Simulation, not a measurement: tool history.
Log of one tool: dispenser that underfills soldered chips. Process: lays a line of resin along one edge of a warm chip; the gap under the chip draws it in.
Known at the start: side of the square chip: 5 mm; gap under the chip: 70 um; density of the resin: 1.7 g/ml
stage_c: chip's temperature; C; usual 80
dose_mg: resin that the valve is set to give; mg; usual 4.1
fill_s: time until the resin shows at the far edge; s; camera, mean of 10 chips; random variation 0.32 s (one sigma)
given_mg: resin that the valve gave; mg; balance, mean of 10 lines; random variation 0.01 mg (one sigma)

run   hour  stage_c  dose_mg  fill_s  given_mg
  1      0       80      4.1    12.5         4
  2    5.8       80      4.1    17.1      3.98
       8.5  -- new syringe of resin
  3   11.3       80      4.1    13.3      3.96
      18.6  -- new syringe of resin
  4   23.5       80      4.1    13.9      3.94
      28.7  -- new syringe of resin
  5     35       80      4.1    15.4      3.92
        39  -- new syringe of resin
      40.6  -- dispensing valve cleaned and set on the balance
  6   43.7       80      3.9    13.4      3.91
      50.8  -- new syringe of resin
  7   54.7       80      4.1    13.3      4.08
      60.8  -- new syringe of resin
  8   66.8       80      4.1    14.7      4.04
        71  -- new syringe of resin
  9     74       81      4.1    12.1      4.04
      81.5  -- new syringe of resin
 10   81.7       81      4.1    10.4      4.01
 11   90.5       94      4.1     8.2      4.03
      91.9  -- new syringe of resin
 12    100       94      4.1     8.3      3.99
     102.8  -- new syringe of resin
 13  108.3       80      4.1    14.5      3.98
     113.2  -- new syringe of resin
 14  119.7       80     5.08    14.5      4.92
     123.9  -- new syringe of resin
 15  131.6       80      4.1    16.1      3.93
     134.2  -- new syringe of resin
     140.7  -- dispensing valve cleaned and set on the balance
 16  142.5       80      4.1    15.1      4.12
     145.6  -- new syringe of resin
 17  152.4       80     5.26    14.3      5.25
     155.8  -- new syringe of resin
 18  158.6       80      4.1    12.4      4.09
     166.2  -- new syringe of resin
 19    169       80      4.1    12.1      4.06
 20  175.2       84      4.1    13.3      4.05
     176.6  -- new syringe of resin
 21  181.7       72     4.56    19.5      4.48
     186.8  -- new syringe of resin
 22    194       72     4.56    21.9      4.46
     197.5  -- new syringe of resin
 23  201.3       72     4.56    19.1      4.46
     208.3  -- new syringe of resin
 24  213.6       72     4.56    19.6      4.44
     218.8  -- new syringe of resin
 25  223.4       72     4.56    19.1      4.39
     229.3  -- new syringe of resin
 26  230.9       89      4.5       7      4.32
     239.7  -- new syringe of resin
     241.5  -- dispensing valve cleaned and set on the balance
 27  241.7       71     4.55    16.5      4.55
 28  249.6       71     4.55    23.6      4.55
       251  -- new syringe of resin
 29  258.5       70     4.07    25.4      4.04
     261.4  -- new syringe of resin
 30  266.5       70     4.07    21.5      4.01
     271.7  -- new syringe of resin
 31  274.7       69     3.95    20.3       3.9
       282  -- new syringe of resin
 32  285.7       69     4.45    21.4      4.37
     292.7  -- new syringe of resin
 33  294.8       69     4.45    19.7      4.37
     302.9  -- new syringe of resin
 34  307.5       92     5.12     7.3      4.96
     313.8  -- new syringe of resin
 35  316.9       92     5.12     6.1      4.96
     324.6  -- new syringe of resin
 36  327.9       92     5.12     6.4      4.94

Forecast each of these 3 alternatives for the next run:
     335.3  -- new syringe of resin
  A  337.6       70     3.86       ?         ?
     335.3  -- new syringe of resin
  B  337.6       66     4.87       ?         ?
     335.3  -- new syringe of resin
  C  337.6       94     5.12       ?         ?

run  fill_s  given_mg
  A    19.6       3.7
  B    22.4      4.66
  C     5.9       4.9
Without the tool's hidden state the same runs would have given:
run  fill_s  given_mg
  A    20.1      3.86
  B    23.3      4.86
  C       6      5.11
